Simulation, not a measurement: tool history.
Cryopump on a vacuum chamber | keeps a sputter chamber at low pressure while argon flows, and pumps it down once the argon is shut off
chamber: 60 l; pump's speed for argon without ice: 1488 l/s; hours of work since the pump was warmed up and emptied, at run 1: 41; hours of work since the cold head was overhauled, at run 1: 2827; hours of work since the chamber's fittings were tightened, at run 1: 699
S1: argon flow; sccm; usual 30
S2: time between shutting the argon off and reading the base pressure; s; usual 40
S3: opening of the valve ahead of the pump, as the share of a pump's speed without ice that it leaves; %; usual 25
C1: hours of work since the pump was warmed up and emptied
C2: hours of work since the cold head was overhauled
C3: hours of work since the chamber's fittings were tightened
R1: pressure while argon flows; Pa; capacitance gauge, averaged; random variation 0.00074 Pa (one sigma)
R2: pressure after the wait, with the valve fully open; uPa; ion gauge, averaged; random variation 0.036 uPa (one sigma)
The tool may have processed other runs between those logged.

| run | day | S1 | S2 | S3 | C1 | C2 | C3 | R1 | R2 |
|---|---|---|---|---|---|---|---|---|---|
| 1 | 0 | 30 | 40 | 25 | 41 | 2827 | 699 | 0.1379 | 2.95 |
| 2 | 4.7 | 30 | 142 | 25 | 113 | 2898 | 771 | 0.1399 | 1.66 |
| 3 | 6.975 | 30 | 142 | 25 | 147 | 2933 | 805 | 0.1407 | 1.78 |
| 4 | 9.704 | 30 | 40 | 25 | 189 | 2974 | 847 | 0.1409 | 3.29 |
| 5 | 13.158 | 30 | 40 | 25 | 241 | 3027 | 899 | 0.142 | 3.39 |
| 6 | 15.917 | 30 | 40 | 25 | 283 | 3069 | 941 | 0.1441 | 3.49 |
| 7 | 18.192 | 30 | 40 | 25 | 318 | 3103 | 976 | 0.1449 | 3.56 |
| 8 | 22.754 | 30 | 40 | 25 | 387 | 3173 | 1045 | 0.1459 | 3.69 |
|  | 24.912 | pump warmed up, emptied and cooled again |
| 9 | 27.979 | 30 | 40 | 25 | 47 | 3249 | 1121 | 0.1394 | 3.44 |
|  | 30.196 | leaking fittings of the chamber tightened, without venting |
| 10 | 32.125 | 30 | 40 | 35 | 108 | 3311 | 29 | 0.1022 | 2.05 |
| 11 | 36.729 | 30 | 40 | 35 | 178 | 3381 | 99 | 0.1042 | 2.16 |
| 12 | 39.529 | 30 | 40 | 53 | 221 | 3423 | 142 | 0.0713 | 2.33 |
| 13 | 42.267 | 30 | 40 | 36 | 262 | 3465 | 183 | 0.1029 | 2.38 |
| 14 | 44.942 | 30 | 40 | 36 | 303 | 3506 | 224 | 0.1045 | 2.42 |
| 15 | 49.962 | 30 | 40 | 25 | 379 | 3582 | 300 | 0.1491 | 2.6 |
|  | 52.617 | pump warmed up, emptied and cooled again |
| 16 | 53.304 | 30 | 40 | 25 | 10 | 3629 | 348 | 0.1406 | 2.5 |
| 17 | 56.742 | 30 | 40 | 25 | 63 | 3682 | 400 | 0.1395 | 2.69 |
| 18 | 61.933 | 32 | 59 | 37 | 142 | 3761 | 479 | 0.1037 | 2.11 |
| 19 | 64.638 | 30 | 177 | 25 | 183 | 3802 | 520 | 0.1426 | 1.37 |
| 20 | 69.638 | 30 | 177 | 25 | 259 | 3878 | 596 | 0.1447 | 1.56 |
| 21 | 72.154 | 27 | 46 | 28 | 297 | 3916 | 635 | 0.1183 | 2.76 |
| 22 | 74.833 | 30 | 28 | 25 | 338 | 3957 | 675 | 0.1465 | 3.94 |
| 23 | 78.95 | 30 | 28 | 25 | 400 | 4019 | 738 | 0.148 | 4.15 |
|  | 80.112 | pump warmed up, emptied and cooled again |
| 24 | 82.096 | 17 | 147 | 25 | 30 | 4064 | 782 | 0.0788 | 1.64 |
| 25 | 85.233 | 17 | 147 | 25 | 78 | 4112 | 830 | 0.0804 | 1.77 |
| 26 | 87.867 | 33 | 40 | 36 | 118 | 4152 | 870 | 0.1085 | 3.2 |
| 27 | 90.712 | 29 | 40 | 53 | 161 | 4195 | 913 | 0.0677 | 3.3 |

Run 28, settings as shown, results not yet in. Your forecast:
| 28 | 93.592 | 29 | 40 | 53 | 205 | 4239 | 957 | ? | ? |

{"run 28": {"R1": 0.0681, "R2": 3.45}}
Were there no unlogged condition in the tool, this run, its random variation unchanged, would have produced R1 0.0613 Pa, R2 2.06 uPa.

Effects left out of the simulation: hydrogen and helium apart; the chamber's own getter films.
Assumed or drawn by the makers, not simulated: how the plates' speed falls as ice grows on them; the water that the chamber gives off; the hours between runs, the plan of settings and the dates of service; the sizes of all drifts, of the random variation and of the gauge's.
